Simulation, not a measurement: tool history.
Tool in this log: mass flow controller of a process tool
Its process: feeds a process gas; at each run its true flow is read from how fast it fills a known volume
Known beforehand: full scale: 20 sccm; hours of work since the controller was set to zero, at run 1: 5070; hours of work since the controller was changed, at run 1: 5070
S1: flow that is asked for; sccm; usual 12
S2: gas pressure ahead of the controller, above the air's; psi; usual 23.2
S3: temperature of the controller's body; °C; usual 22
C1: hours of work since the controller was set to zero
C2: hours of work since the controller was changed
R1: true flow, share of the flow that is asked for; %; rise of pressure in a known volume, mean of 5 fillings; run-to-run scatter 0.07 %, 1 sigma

Run 1, day 0.000: usual settings; C1 5070; C2 5070. Result: R1 96.10 %.
Run 2, day 6.842: usual settings but S3 21 °C; C1 5167; C2 5167. Result: R1 95.92 %.
Run 3, day 11.092: usual settings but S3 32 °C; C1 5227; C2 5227. Result: R1 96.29 %.
Run 4, day 16.267: usual settings but S1 2 sccm, S3 32 °C; C1 5300; C2 5300. Result: R1 91.67 %.
Run 5, day 19.525: usual settings but S1 2 sccm, S3 32 °C; C1 5346; C2 5346. Result: R1 91.67 %.
Run 6, day 23.292: usual settings but S1 2 sccm, S3 32 °C; C1 5399; C2 5399. Result: R1 91.51 %.
Run 7, day 27.096: usual settings but S3 29 °C; C1 5452; C2 5452. Result: R1 96.22 %.
At day 27.675: controller exchanged for a calibrated one.
Run 8, day 33.104: usual settings; C1 77; C2 77. Result: R1 98.79 %.
Run 9, day 39.671: usual settings; C1 169; C2 169. Result: R1 98.72 %.
Run 10, day 42.825: usual settings but S2 28.1 psi; C1 214; C2 214. Result: R1 98.44 %.
Run 11, day 48.050: usual settings but S2 28.1 psi; C1 287; C2 287. Result: R1 98.50 %.
Run 12, day 52.825: usual settings but S2 28.1 psi; C1 355; C2 355. Result: R1 98.26 %.
Run 13, day 59.671: usual settings but S2 28.1 psi; C1 451; C2 451. Result: R1 98.26 %.
Run 14, day 64.988: usual settings but S2 28.1 psi; C1 526; C2 526. Result: R1 98.32 %.
Run 15, day 67.929: usual settings but S3 39 °C; C1 568; C2 568. Result: R1 99.03 %.
Run 16, day 72.221: usual settings but S3 39 °C; C1 628; C2 628. Result: R1 99.20 %.
Run 17, day 75.967: usual settings but S3 39 °C; C1 681; C2 681. Result: R1 99.03 %.
Run 18, day 82.138: usual settings but S2 21.3 psi, S3 27 °C; C1 768; C2 768. Result: R1 98.52 %.
Run 19, day 85.521: usual settings but S1 9 sccm, S2 22.5 psi, S3 23 °C; C1 816; C2 816. Result: R1 97.80 %.
At day 85.850: controller's zero set anew.
Run 20, day 91.296: usual settings but S2 24.7 psi, S3 30 °C; C1 77; C2 897. Result: R1 98.50 %.
Run 21, day 94.900: usual settings but S1 13 sccm, S2 24.7 psi, S3 32 °C; C1 128; C2 948. Result: R1 98.83 %.
At day 99.529: controller's zero set anew, once more.
Run 22, day 101.683: usual settings but S1 13 sccm, S2 25.7 psi, S3 32 °C; C1 30; C2 1043. Result: R1 98.85 %.
Run 23, day 105.325: usual settings but S1 13 sccm, S2 38.0 psi, S3 32 °C; C1 82; C2 1095. Result: R1 98.31 %.
Run 24, day 110.617: usual settings but S1 13 sccm, S2 38.0 psi, S3 32 °C; C1 156; C2 1170. Result: R1 98.46 %.
Run 25, day 117.529: usual settings but S1 7 sccm, S2 23.8 psi, S3 29 °C; C1 254; C2 1267. Result: R1 97.60 %.
Run 26, day 122.054: usual settings but S1 7 sccm, S2 23.8 psi, S3 29 °C; C1 318; C2 1331. Result: R1 97.65 %.
Run 27, day 125.758: usual settings but S1 7 sccm, S2 23.8 psi, S3 29 °C; C1 370; C2 1383. Result: R1 97.68 %.
Run 28, day 129.171: usual settings but S1 7 sccm, S2 23.8 psi, S3 29 °C; C1 418; C2 1431. Result: R1 97.50 %.
Run 29, day 132.962: usual settings but S1 8 sccm; C1 472; C2 1485. Result: R1 97.43 %.

What if the next run were any one of these 5? Each begins from the tool's condition after run 29:
Run A, day 138.808: usual settings but S1 5 sccm, S2 25.8 psi; C1 554; C2 1567. Result: R1 ?.
Run B, day 138.808: usual settings but S1 8 sccm, S2 37.0 psi; C1 554; C2 1567. Result: R1 ?.
Run C, day 138.808: usual settings but S1 4 sccm, S2 35.8 psi; C1 554; C2 1567. Result: R1 ?.
Run D, day 138.808: usual settings but S3 35 °C; C1 554; C2 1567. Result: R1 ?.
Run E, day 138.808: usual settings but S1 8 sccm, S2 34.4 psi, S3 24 °C; C1 554; C2 1567. Result: R1 ?.

run     R1
  A  96.60
  B  96.71
  C  96.08
  D  98.55
  E  96.96
With the hidden condition removed and each run's random variation left untouched, the same runs would have given:
run     R1
  A  97.34
  B  97.40
  C  96.85
  D  99.20
  E  97.64

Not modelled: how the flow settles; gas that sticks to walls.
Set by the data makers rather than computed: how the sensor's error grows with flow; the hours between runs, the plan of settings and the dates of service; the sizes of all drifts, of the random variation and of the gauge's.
